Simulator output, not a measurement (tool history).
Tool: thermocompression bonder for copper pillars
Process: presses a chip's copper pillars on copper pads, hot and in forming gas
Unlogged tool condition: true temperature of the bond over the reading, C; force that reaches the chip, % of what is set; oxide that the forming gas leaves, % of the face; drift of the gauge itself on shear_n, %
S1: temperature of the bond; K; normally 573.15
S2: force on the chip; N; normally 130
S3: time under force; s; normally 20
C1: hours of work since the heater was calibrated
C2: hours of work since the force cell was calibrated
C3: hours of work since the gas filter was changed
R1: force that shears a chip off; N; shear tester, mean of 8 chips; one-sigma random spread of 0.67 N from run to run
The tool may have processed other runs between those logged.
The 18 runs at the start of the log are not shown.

run	day	S1	S2	S3	C1	C2	C3	R1
19	28.588	573.15	130	17	946	322	126	42.4
20	30.838	602.15	130	20	969	346	149	66.6
21	31.979	567.15	106	57	980	357	161	49
22	34.179	567.15	117	17	1003	380	183	33.9
23	35.729	582.15	130	20	1019	396	199	51.3
24	37.746	582.15	130	20	1039	416	220	51.7
25	39.742	582.15	130	20	1060	437	241	50.9
26	41.683	596.15	130	22	1080	457	260	62.2
27	43.288	596.15	130	22	1096	473	277	61.9
28	44.779	550.15	130	23	1112	489	292	32.6
29	46.929	550.15	130	23	1134	511	314	32
30	48.092	573.15	134	36	1146	523	326	58.1
31	49.654	573.15	108	36	1162	539	342	47.3
32	51.262	573.15	108	36	1178	555	359	46.8
33	52.3	570.15	92	12	1189	566	369	22.3
# day 52.979: forming gas filter changed
34	53.296	575.15	130	13	1199	576	3	39.1
35	54.358	552.15	137	16	1210	587	14	31
36	56.012	552.15	107	16	1227	604	31	23.1
37	57.129	546.15	156	50	1238	615	43	51.7
38	58.367	573.15	160	17	1251	628	55	53.7
39	59.438	551.15	160	10	1262	639	66	31
40	60.483	580.15	160	16	1273	650	77	57.8

Here are 4 independent what-if runs from the current tool condition. What would each one return?
A	62.342	590.15	191	12	1292	669	96	?
B	62.342	580.15	193	20	1292	669	96	?
C	62.342	588.15	95	16	1292	669	96	?
D	62.342	570.15	189	16	1292	669	96	?

run	R1
A	69.4
B	72.8
C	36.5
D	59
Without the tool's unlogged condition, the same runs would have read:
run	R1
A	70
B	73.4
C	36.9
D	59.5
